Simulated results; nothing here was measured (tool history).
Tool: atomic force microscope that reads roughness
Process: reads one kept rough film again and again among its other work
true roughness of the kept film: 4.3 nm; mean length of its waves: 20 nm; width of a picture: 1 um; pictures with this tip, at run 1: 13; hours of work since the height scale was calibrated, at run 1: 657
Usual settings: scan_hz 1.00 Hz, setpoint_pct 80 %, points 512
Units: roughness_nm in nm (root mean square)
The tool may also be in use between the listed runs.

run,hour,scan_hz,setpoint_pct,points,pictures with this tip,hours of work since the height scale was calibrated,roughness_nm
1,0.0,1.00,80,512,13,657,2.978
2,44.7,1.00,80,512,79,676,2.202
# hour 80.3: new tip fitted
3,100.3,1.00,80,512,29,700,2.814
# hour 169.9: new tip fitted
4,170.8,1.00,80,815,2,731,3.244
5,209.0,1.00,80,815,58,748,2.465
6,251.8,1.00,80,512,121,766,1.941
# hour 259.1: new tip fitted
7,316.2,1.22,80,512,85,794,2.175
# hour 349.3: new tip fitted
8,387.5,3.95,80,512,56,825,2.016
# hour 439.7: new tip fitted
9,453.6,3.95,80,512,20,854,2.480
# hour 530.0: new tip fitted
10,530.0,1.00,80,301,0,887,3.175
11,589.5,1.00,80,512,88,913,2.249
# hour 618.5: new tip fitted
12,630.5,1.00,80,304,17,931,2.956
13,666.8,1.00,80,304,71,947,2.302
# hour 709.8: new tip fitted
14,729.2,1.00,80,304,28,974,2.801
# hour 801.1: new tip fitted
15,806.9,0.59,80,304,9,1008,3.135
16,871.2,0.59,80,304,104,1036,2.051
# hour 892.9: new tip fitted
17,910.7,1.00,80,304,26,1053,2.776
18,978.9,1.00,80,304,127,1083,1.882
# hour 986.0: new tip fitted
19,1026.0,1.00,80,512,59,1103,2.526
# hour 1077.2: new tip fitted
20,1107.0,1.00,80,512,44,1138,2.658
# hour 1170.1: new tip fitted
21,1187.1,1.00,80,882,25,1173,2.860
22,1251.9,3.24,80,882,121,1201,1.756
# hour 1258.4: new tip fitted
23,1311.1,0.62,57,512,78,1227,2.413
# hour 1353.7: new tip fitted
24,1393.1,3.34,57,273,58,1263,2.477
# hour 1446.0: new tip fitted
25,1446.0,3.34,57,273,0,1286,3.176
26,1497.0,0.60,67,636,75,1308,2.411
# hour 1534.2: new tip fitted
27,1559.0,1.09,72,495,36,1335,2.733
28,1620.9,1.00,71,804,128,1362,1.999
# hour 1627.5: new tip fitted
29,1692.4,1.00,71,804,96,1393,2.175
# hour 1722.9: new tip fitted
30,1771.9,1.00,71,804,72,1427,2.353
# hour 1815.7: new tip fitted
31,1823.0,3.69,73,399,11,1450,2.738
32,1887.9,3.69,73,508,107,1478,1.876
# hour 1904.6: new tip fitted
33,1968.6,3.69,73,508,95,1513,1.926
# hour 1994.8: new tip fitted
34,2016.4,3.69,73,508,32,1534,2.561
35,2051.1,1.40,66,1002,84,1549,2.322
# hour 2084.0: new tip fitted
36,2094.8,1.00,60,706,16,1568,3.126
37,2148.3,0.53,69,512,95,1591,2.280
# hour 2176.5: new tip fitted
38,2202.8,0.67,57,293,38,1615,2.751
# hour 2210.8: height scale calibrated on a step standard
# hour 2266.5: new tip fitted
39,2281.2,1.71,80,538,22,31,2.812
40,2315.0,1.11,88,937,72,45,2.243
41,2349.3,1.11,88,937,123,60,1.871
# hour 2358.6: new tip fitted
42,2396.0,1.00,80,408,55,81,2.516
# hour 2449.9: new tip fitted
43,2463.8,1.00,80,408,20,110,2.910

The same runs without the tool's hidden state, with the same run-to-run variation:
The hidden state here: radius of the tip, nm; height scale over the true one, %; drift of the gauge itself on roughness_nm, %.
run,roughness_nm
1,3.305
2,3.291
3,3.287
4,3.346
5,3.317
6,3.310
7,3.271
8,2.813
9,2.791
10,3.240
11,3.325
12,3.249
13,3.264
14,3.257
15,3.348
16,3.332
17,3.240
18,3.253
19,3.284
20,3.309
21,3.319
22,2.929
23,3.488
24,3.253
25,3.239
26,3.455
27,3.370
28,3.426
29,3.396
30,3.372
31,3.027
32,3.032
33,3.009
34,3.041
35,3.371
36,3.454
37,3.463
38,3.411
39,3.184
40,3.207
41,3.208
42,3.279
43,3.297
